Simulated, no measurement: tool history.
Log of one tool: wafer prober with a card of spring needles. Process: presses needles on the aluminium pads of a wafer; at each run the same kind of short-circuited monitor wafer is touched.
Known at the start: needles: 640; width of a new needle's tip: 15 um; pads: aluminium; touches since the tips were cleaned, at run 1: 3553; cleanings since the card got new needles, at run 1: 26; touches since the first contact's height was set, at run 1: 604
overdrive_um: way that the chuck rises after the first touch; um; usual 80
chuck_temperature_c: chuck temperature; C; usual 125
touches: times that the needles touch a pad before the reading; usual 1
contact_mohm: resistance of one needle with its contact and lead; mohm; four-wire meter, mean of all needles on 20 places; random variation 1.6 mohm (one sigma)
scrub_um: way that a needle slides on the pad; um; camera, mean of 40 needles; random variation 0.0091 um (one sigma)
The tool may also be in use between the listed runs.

run,hour,overdrive_um,chuck_temperature_c,touches,touches since the tips were cleaned,cleanings since the card got new needles,touches since the first contact's height was set,contact_mohm,scrub_um
1,0.0,80,125,1,3553,26,604,174,12.079
# hour 3.2: tips cleaned on abrasive film
2,9.3,80,125,1,1795,27,3295,165,12.078
# hour 17.0: tips cleaned on abrasive film
3,21.8,80,125,1,1407,28,6953,162,12.045
# hour 31.4: tips cleaned on abrasive film
4,34.6,80,125,1,955,29,10678,159,12.045
# hour 46.2: tips cleaned on abrasive film
5,52.1,80,54,1,1735,30,15764,157,12.033
# hour 59.8: tips cleaned on abrasive film
6,69.7,80,125,2,2883,31,20900,161,12.027
# hour 74.5: tips cleaned on abrasive film
7,80.3,96,125,2,1720,32,23997,154,14.430
# hour 88.9: tips cleaned on abrasive film
8,97.5,96,63,3,2520,33,29011,144,14.424
# hour 103.2: tips cleaned on abrasive film
9,112.1,96,63,3,2626,34,33267,145,14.426

Forecast run 10:
# hour 116.9: tips cleaned on abrasive film
10,124.7,85,61,2,2282,35,36930,?,?

Run 10 gave contact_mohm 150 mohm, scrub_um 12.730 um.
Without the tool's hidden state the same run would have given contact_mohm 141 mohm, scrub_um 12.831 um.
